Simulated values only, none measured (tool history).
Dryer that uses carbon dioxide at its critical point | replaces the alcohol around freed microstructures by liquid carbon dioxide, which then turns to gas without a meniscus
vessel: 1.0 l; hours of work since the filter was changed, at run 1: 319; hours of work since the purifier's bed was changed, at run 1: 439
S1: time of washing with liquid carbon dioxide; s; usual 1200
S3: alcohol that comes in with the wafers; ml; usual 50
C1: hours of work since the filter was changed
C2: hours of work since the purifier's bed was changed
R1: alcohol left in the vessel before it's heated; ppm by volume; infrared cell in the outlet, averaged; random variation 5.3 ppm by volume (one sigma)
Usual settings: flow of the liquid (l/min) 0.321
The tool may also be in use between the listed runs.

run 1 hour=0.0 | S1=1200 flow_of_the_liquid_(l/min)=0.321 S3=50 | C1=319 C2=439 | R1=274
run 2 hour=15.4 | S1=1200 flow_of_the_liquid_(l/min)=0.321 S3=50 | C1=325 C2=446 | R1=267
run 3 hour=38.1 | S1=1200 flow_of_the_liquid_(l/min)=0.321 S3=50 | C1=335 C2=455 | R1=281
run 4 hour=61.6 | S1=1200 flow_of_the_liquid_(l/min)=0.321 S3=50 | C1=345 C2=465 | R1=277
run 5 hour=88.1 | S1=1200 flow_of_the_liquid_(l/min)=0.321 S3=50 | C1=356 C2=476 | R1=283
run 6 hour=109.8 | S1=1200 flow_of_the_liquid_(l/min)=0.321 S3=50 | C1=365 C2=485 | R1=284
run 7 hour=121.6 | S1=1200 flow_of_the_liquid_(l/min)=0.321 S3=50 | C1=370 C2=490 | R1=294
run 8 hour=146.1 | S1=1200 flow_of_the_liquid_(l/min)=0.321 S3=64 | C1=380 C2=501 | R1=364
run 9 hour=159.7 | S1=1200 flow_of_the_liquid_(l/min)=0.321 S3=64 | C1=386 C2=507 | R1=352
run 10 hour=180.8 | S1=1200 flow_of_the_liquid_(l/min)=0.321 S3=64 | C1=395 C2=515 | R1=362
run 11 hour=199.7 | S1=1200 flow_of_the_liquid_(l/min)=0.321 S3=64 | C1=403 C2=523 | R1=369
run 12 hour=221.4 | S1=1200 flow_of_the_liquid_(l/min)=0.321 S3=64 | C1=412 C2=533 | R1=370
run 13 hour=234.0 | S1=1560 flow_of_the_liquid_(l/min)=0.482 S3=34 | C1=418 C2=538 | R1=92
-- hour=239.1 inlet filter changed
run 14 hour=255.3 | S1=1200 flow_of_the_liquid_(l/min)=0.210 S3=72 | C1=7 C2=546 | R1=1300
run 15 hour=267.9 | S1=1200 flow_of_the_liquid_(l/min)=0.210 S3=72 | C1=12 C2=552 | R1=1341
run 16 hour=281.0 | S1=1200 flow_of_the_liquid_(l/min)=0.305 S3=50 | C1=18 C2=557 | R1=249
run 17 hour=304.2 | S1=1140 flow_of_the_liquid_(l/min)=0.268 S3=25 | C1=27 C2=567 | R1=294
run 18 hour=329.7 | S1=1140 flow_of_the_liquid_(l/min)=0.496 S3=61 | C1=38 C2=578 | R1=104

Run 19 comes next. What will it give?
run 19 hour=351.5 | S1=1140 flow_of_the_liquid_(l/min)=0.496 S3=61 | C1=47 C2=587 | R1=?

Run 19 gave R1 109 ppm by volume.
Without the tool's hidden state the same run would have given R1 13 ppm by volume.
